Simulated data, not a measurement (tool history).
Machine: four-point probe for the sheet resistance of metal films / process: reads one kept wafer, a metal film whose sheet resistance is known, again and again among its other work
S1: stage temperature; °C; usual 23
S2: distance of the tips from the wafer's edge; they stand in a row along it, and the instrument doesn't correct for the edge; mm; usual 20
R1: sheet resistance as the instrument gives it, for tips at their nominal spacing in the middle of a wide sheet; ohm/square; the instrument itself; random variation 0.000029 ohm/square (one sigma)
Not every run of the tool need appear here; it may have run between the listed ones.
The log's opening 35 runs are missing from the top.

run    hour  S1  S2        R1
 36  2687.3  34  23  0.141017
 37    2780  34  23  0.141014
 38  2882.2  23  20  0.142115
 39  2946.7  23  20  0.142117
 40  3025.9  23  20  0.142083
 41  3077.7  18  11  0.143264
 42  3181.1  26  12  0.142313
 43  3273.4  23  15  0.142319
 44    3358  21  17  0.142379
 45  3455.4  21  17  0.142362

Each row is a separate what-if for the run after 45, all from the same tool condition, not one after another. Results?
  A  3503  31  10   ?
  B  3503  32   6   ?
  C  3503  31  20   ?

run        R1
  A  0.142251
  B  0.144237
  C  0.141387
Had the tool no hidden state, the same runs would have come out as:
run        R1
  A  0.143421
  B  0.145422
  C   0.14255
